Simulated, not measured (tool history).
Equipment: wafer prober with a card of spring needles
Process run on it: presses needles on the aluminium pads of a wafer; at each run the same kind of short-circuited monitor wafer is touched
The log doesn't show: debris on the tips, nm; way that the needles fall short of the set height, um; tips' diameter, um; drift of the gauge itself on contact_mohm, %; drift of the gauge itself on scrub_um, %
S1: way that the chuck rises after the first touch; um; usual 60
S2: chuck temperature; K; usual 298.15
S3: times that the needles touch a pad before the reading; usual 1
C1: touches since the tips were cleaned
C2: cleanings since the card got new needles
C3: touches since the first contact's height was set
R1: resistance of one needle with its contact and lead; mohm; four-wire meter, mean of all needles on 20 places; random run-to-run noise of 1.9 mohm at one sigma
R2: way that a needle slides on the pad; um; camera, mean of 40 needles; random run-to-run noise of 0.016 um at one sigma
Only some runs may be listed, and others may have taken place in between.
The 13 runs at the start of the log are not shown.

| run | hour | S1 | S2 | S3 | C1 | C2 | C3 | R1 | R2 |
|---|---|---|---|---|---|---|---|---|---|
|  | 590 | tips cleaned on abrasive film |
|  | 629 | tips cleaned on abrasive film |
| 14 | 653.7 | 60 | 298.15 | 2 | 4583 | 81 | 143887 | 253 | 12.81 |
|  | 669.2 | tips cleaned on abrasive film |
|  | 708.2 | tips cleaned on abrasive film |
| 15 | 727.9 | 60 | 298.15 | 2 | 3671 | 83 | 157643 | 253 | 12.78 |
|  | 746.4 | tips cleaned on abrasive film |
|  | 786.8 | tips cleaned on abrasive film |
|  | 807.6 | height of the first contact set anew |
| 16 | 808 | 60 | 298.15 | 2 | 3896 | 85 | 75 | 247 | 13.09 |
|  | 825.6 | tips cleaned on abrasive film |
| 17 | 849.1 | 60 | 334.15 | 3 | 4357 | 86 | 7678 | 239 | 13.09 |
|  | 865.6 | tips cleaned on abrasive film |
|  | 903.1 | tips cleaned on abrasive film |
| 18 | 926.6 | 51 | 301.15 | 1 | 4382 | 88 | 22054 | 317 | 11.09 |
|  | 945.1 | tips cleaned on abrasive film |
|  | 984.3 | tips cleaned on abrasive film |
| 19 | 989.5 | 60 | 375.15 | 2 | 971 | 90 | 33698 | 239 | 13.03 |
|  | 1022.3 | tips cleaned on abrasive film |
|  | 1059.6 | tips cleaned on abrasive film |
| 20 | 1064.2 | 60 | 385.15 | 1 | 858 | 92 | 47526 | 249 | 13 |
|  | 1096.8 | tips cleaned on abrasive film |
| 21 | 1130.8 | 60 | 372.15 | 1 | 6329 | 93 | 59891 | 308 | 12.99 |
|  | 1135.2 | tips cleaned on abrasive film |
|  | 1177.7 | tips cleaned on abrasive film |
| 22 | 1177.7 | 60 | 372.15 | 2 | 0 | 95 | 68559 | 222 | 12.92 |
|  | 1221.3 | tips cleaned on abrasive film |
| 23 | 1252.1 | 69 | 314.15 | 2 | 5734 | 96 | 82365 | 244 | 14.91 |
|  | 1261.2 | tips cleaned on abrasive film |
| 24 | 1288.3 | 69 | 314.15 | 2 | 5031 | 97 | 89070 | 243 | 14.89 |
|  | 1301.1 | tips cleaned on abrasive film |
| 25 | 1321.6 | 69 | 313.15 | 2 | 3812 | 98 | 95232 | 240 | 14.88 |
|  | 1339.3 | tips cleaned on abrasive film |
|  | 1376.6 | tips cleaned on abrasive film |
| 26 | 1386.8 | 60 | 381.15 | 1 | 1893 | 100 | 107306 | 273 | 12.85 |
|  | 1415 | tips cleaned on abrasive film |
| 27 | 1428.5 | 76 | 298.15 | 3 | 2502 | 101 | 115036 | 214 | 16.35 |
|  | 1454.5 | tips cleaned on abrasive film |
| 28 | 1468 | 76 | 298.15 | 3 | 2521 | 102 | 122359 | 212 | 16.33 |
|  | 1491.7 | tips cleaned on abrasive film |
|  | 1532.1 | tips cleaned on abrasive film |
| 29 | 1544.8 | 76 | 298.15 | 3 | 2373 | 104 | 136588 | 216 | 16.29 |
|  | 1575.1 | tips cleaned on abrasive film |
| 30 | 1579.3 | 76 | 298.15 | 3 | 790 | 105 | 142975 | 206 | 16.28 |

What will run 31 give?
|  | 1614.5 | tips cleaned on abrasive film |
| 31 | 1623.1 | 53 | 360.15 | 1 | 1602 | 106 | 151086 | ? | ? |

{"run 31": {"R1": 278, "R2": 11.25}}
Take away the tool's hidden state, keep the run-to-run variation as it was, and the same run would have given R1 211 mohm, R2 11.59 um.

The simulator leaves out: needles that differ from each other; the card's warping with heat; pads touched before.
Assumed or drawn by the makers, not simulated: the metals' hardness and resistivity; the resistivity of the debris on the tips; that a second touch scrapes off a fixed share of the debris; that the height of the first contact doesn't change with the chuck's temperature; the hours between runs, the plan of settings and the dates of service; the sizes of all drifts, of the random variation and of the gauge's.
